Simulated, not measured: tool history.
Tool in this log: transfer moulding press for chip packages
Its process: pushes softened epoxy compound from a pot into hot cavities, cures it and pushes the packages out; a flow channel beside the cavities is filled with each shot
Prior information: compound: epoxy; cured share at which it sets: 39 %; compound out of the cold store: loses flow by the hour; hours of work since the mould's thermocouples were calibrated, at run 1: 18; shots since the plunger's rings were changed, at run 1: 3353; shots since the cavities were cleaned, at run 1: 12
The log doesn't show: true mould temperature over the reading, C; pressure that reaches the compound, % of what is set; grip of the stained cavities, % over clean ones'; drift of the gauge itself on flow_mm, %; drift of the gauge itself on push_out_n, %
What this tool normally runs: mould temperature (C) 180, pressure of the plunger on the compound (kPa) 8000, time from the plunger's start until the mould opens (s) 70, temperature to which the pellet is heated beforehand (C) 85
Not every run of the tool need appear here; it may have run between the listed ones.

| run | hour | mould temperature (C) | pressure of the plunger on the compound (kPa) | time from the plunger's start until the mould opens (s) | temperature to which the pellet is heated beforehand (C) | hours of work since the mould's thermocouples were calibrated | shots since the plunger's rings were changed | shots since the cavities were cleaned | incoming compound's hours out of the cold store | length that the compound runs in the flow channel (mm) | greatest force on the pins that push the packages out (N) |
|---|---|---|---|---|---|---|---|---|---|---|---|
| 1 | 0.0 | 180 | 8000 | 70 | 85 | 18 | 3353 | 12 | 15.7 | 642 | 649 |
| 2 | 16.8 | 180 | 8000 | 70 | 85 | 25 | 3520 | 179 | 27.7 | 613 | 753 |
| 3 | 34.1 | 180 | 8000 | 70 | 85 | 32 | 3692 | 351 | 19.9 | 625 | 870 |
| 4 | 50.9 | 180 | 8000 | 70 | 85 | 39 | 3860 | 519 | 42.9 | 582 | 925 |
|  | 60.0 | cavities cleaned with cleaning compound and waxed |
| 5 | 69.4 | 180 | 8000 | 65 | 85 | 46 | 4030 | 94 | 23.2 | 619 | 823 |
| 6 | 82.0 | 180 | 8000 | 65 | 85 | 51 | 4155 | 219 | 37.5 | 591 | 910 |
|  | 101.6 | plunger's sealing rings changed |
| 7 | 102.5 | 180 | 8000 | 70 | 85 | 58 | 9 | 399 | 17.2 | 662 | 943 |
| 8 | 114.8 | 180 | 8000 | 70 | 85 | 64 | 132 | 522 | 19.6 | 657 | 1012 |
|  | 123.8 | cavities cleaned with cleaning compound and waxed |
| 9 | 130.0 | 180 | 8000 | 70 | 85 | 69 | 268 | 61 | 37.5 | 619 | 630 |
| 10 | 150.8 | 180 | 8000 | 51 | 85 | 78 | 475 | 268 | 23.6 | 643 | 1691 |
| 11 | 171.1 | 180 | 8000 | 51 | 85 | 86 | 677 | 470 | 47.8 | 595 | 1815 |
| 12 | 180.5 | 180 | 8000 | 70 | 80 | 90 | 771 | 564 | 47.5 | 595 | 960 |
|  | 186.1 | cavities cleaned with cleaning compound and waxed |
| 13 | 195.7 | 180 | 8000 | 70 | 80 | 96 | 908 | 95 | 42.9 | 604 | 712 |
| 14 | 206.4 | 180 | 8000 | 70 | 80 | 100 | 1014 | 201 | 16.3 | 656 | 763 |
| 15 | 221.1 | 180 | 9110 | 70 | 83 | 106 | 1161 | 348 | 17.5 | 699 | 893 |
| 16 | 231.3 | 182 | 6610 | 60 | 83 | 110 | 1263 | 450 | 35.6 | 553 | 1107 |
|  | 246.8 | cavities cleaned with cleaning compound and waxed |
| 17 | 250.0 | 182 | 6610 | 60 | 83 | 117 | 1435 | 32 | 24.5 | 574 | 763 |
| 18 | 267.5 | 175 | 6610 | 75 | 88 | 124 | 1609 | 206 | 42.8 | 553 | 856 |
| 19 | 279.3 | 175 | 6610 | 75 | 88 | 129 | 1726 | 323 | 38.9 | 559 | 990 |

Run 20 comes next. What will it give?
| 20 | 297.2 | 175 | 6610 | 75 | 88 | 137 | 1905 | 502 | 31.2 | ? | ? |

{"run 20": {"length that the compound runs in the flow channel (mm)": 573, "greatest force on the pins that push the packages out (N)": 1122}}
With no hidden state in the tool, this same run would have given length that the compound runs in the flow channel (mm) 588, greatest force on the pins that push the packages out (N) 705.
